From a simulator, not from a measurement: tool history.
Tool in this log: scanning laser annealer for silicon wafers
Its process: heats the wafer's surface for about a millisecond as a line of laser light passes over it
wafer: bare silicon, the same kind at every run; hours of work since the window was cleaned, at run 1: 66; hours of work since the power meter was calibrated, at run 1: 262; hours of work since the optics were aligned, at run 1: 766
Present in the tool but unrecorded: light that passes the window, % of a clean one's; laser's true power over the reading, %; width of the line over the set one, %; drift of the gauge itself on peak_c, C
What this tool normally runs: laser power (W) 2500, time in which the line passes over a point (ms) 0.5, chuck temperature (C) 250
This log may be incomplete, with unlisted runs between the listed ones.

| run | hour | laser power (W) | time in which the line passes over a point (ms) | chuck temperature (C) | hours of work since the window was cleaned | hours of work since the power meter was calibrated | hours of work since the optics were aligned | highest temperature of the surface (C) |
|---|---|---|---|---|---|---|---|---|
| 1 | 0 | 2500 | 0.5 | 250 | 66 | 262 | 766 | 1060 |
| 2 | 17.1 | 2500 | 0.5 | 282 | 77 | 272 | 776 | 1086 |
| 3 | 36.9 | 2216 | 0.5 | 282 | 89 | 285 | 789 | 997 |
| 4 | 57.2 | 2216 | 0.5 | 282 | 102 | 297 | 801 | 994 |
| 5 | 70.4 | 2216 | 0.5 | 282 | 110 | 305 | 809 | 997 |
| 6 | 94.4 | 2216 | 0.5 | 282 | 125 | 320 | 824 | 995 |
| 7 | 115.2 | 2500 | 0.599 | 250 | 138 | 333 | 837 | 1141 |
| 8 | 137.2 | 2500 | 0.619 | 250 | 151 | 347 | 851 | 1158 |
| 9 | 156.8 | 2500 | 0.5 | 250 | 163 | 359 | 863 | 1053 |
| 10 | 169.7 | 2500 | 0.5 | 250 | 171 | 367 | 871 | 1053 |
| 11 | 187.3 | 2500 | 0.5 | 250 | 182 | 378 | 882 | 1052 |
| 12 | 206.3 | 2500 | 0.47 | 250 | 194 | 390 | 893 | 1023 |
| 13 | 226.4 | 2500 | 0.401 | 250 | 206 | 402 | 906 | 958 |
| 14 | 244.4 | 2500 | 0.401 | 250 | 218 | 413 | 917 | 955 |
| 15 | 261.2 | 2500 | 0.401 | 239 | 228 | 423 | 927 | 947 |
| 16 | 278 | 2500 | 0.5 | 250 | 238 | 434 | 938 | 1050 |
| 17 | 303.2 | 2500 | 0.5 | 249 | 254 | 449 | 953 | 1046 |
| 18 | 321 | 2500 | 0.5 | 249 | 265 | 460 | 964 | 1050 |
| 19 | 342.8 | 2500 | 0.5 | 249 | 278 | 474 | 978 | 1045 |
| 20 | 357 | 2513 | 0.5 | 250 | 287 | 483 | 987 | 1053 |
| 21 | 373.3 | 2513 | 0.5 | 250 | 297 | 493 | 997 | 1049 |
| 22 | 400.1 | 2500 | 0.512 | 273 | 314 | 509 | 1013 | 1080 |
| 23 | 416.6 | 2500 | 0.512 | 273 | 324 | 520 | 1024 | 1081 |
| 24 | 428 | 2500 | 0.512 | 273 | 331 | 527 | 1031 | 1082 |
| 25 | 452.4 | 2611 | 0.603 | 230 | 346 | 542 | 1046 | 1157 |
| 26 | 472.4 | 2698 | 0.5 | 250 | 359 | 554 | 1058 | 1109 |
| 27 | 483.8 | 2698 | 0.5 | 250 | 366 | 561 | 1065 | 1110 |
| 28 | 503.1 | 2698 | 0.5 | 224 | 378 | 573 | 1077 | 1085 |
| 29 | 515.9 | 2698 | 0.5 | 224 | 385 | 581 | 1085 | 1083 |
| 30 | 530.9 | 2698 | 0.5 | 224 | 395 | 590 | 1094 | 1081 |
| 31 | 556.2 | 2271 | 0.5 | 261 | 410 | 606 | 1110 | 981 |
| 32 | 583 | 2271 | 0.5 | 261 | 427 | 623 | 1126 | 984 |
| 33 | 594.6 | 2500 | 0.445 | 250 | 434 | 630 | 1134 | 989 |
| 34 | 606.9 | 2500 | 0.445 | 250 | 442 | 637 | 1141 | 992 |
| 35 | 632.9 | 2500 | 0.445 | 250 | 458 | 653 | 1157 | 994 |
| 36 | 646.6 | 2590 | 0.379 | 250 | 466 | 662 | 1166 | 951 |
| 37 | 658.4 | 2404 | 0.547 | 250 | 474 | 669 | 1173 | 1053 |
| 38 | 684.8 | 2404 | 0.547 | 250 | 490 | 686 | 1189 | 1053 |
| 39 | 706 | 2500 | 0.5 | 278 | 503 | 699 | 1203 | 1071 |
| 40 | 727.6 | 2560 | 0.548 | 213 | 516 | 712 | 1216 | 1064 |
| 41 | 752.6 | 2560 | 0.548 | 213 | 532 | 727 | 1231 | 1065 |

Selected run-to-run steps in highest temperature of the surface (C), each split into two signed amounts: the part the tool would show with no hidden state at all (from settings, incoming material and random variation), and the remainder, which goes to the hidden state together with any gauge scatter not common to the measured and the hidden-state-free results:
Run 6 -> 7: laser power (W) 2216 -> 2500, time in which the line passes over a point (ms) 0.5 -> 0.599, chuck temperature (C) 282 -> 250. highest temperature of the surface (C) +146: hidden state -3, all else +149.
Run 8 -> 9: time in which the line passes over a point (ms) 0.619 -> 0.5. highest temperature of the surface (C) -105: hidden state +1, all else -106.
Run 15 -> 16: time in which the line passes over a point (ms) 0.401 -> 0.5, chuck temperature (C) 239 -> 250. highest temperature of the surface (C) +103: hidden state -2, all else +105.
Run 24 -> 25: laser power (W) 2500 -> 2611, time in which the line passes over a point (ms) 0.512 -> 0.603, chuck temperature (C) 273 -> 230. highest temperature of the surface (C) +75: hidden state -3, all else +78.
Run 36 -> 37: laser power (W) 2590 -> 2404, time in which the line passes over a point (ms) 0.379 -> 0.547. highest temperature of the surface (C) +102: hidden state -3, all else +105.
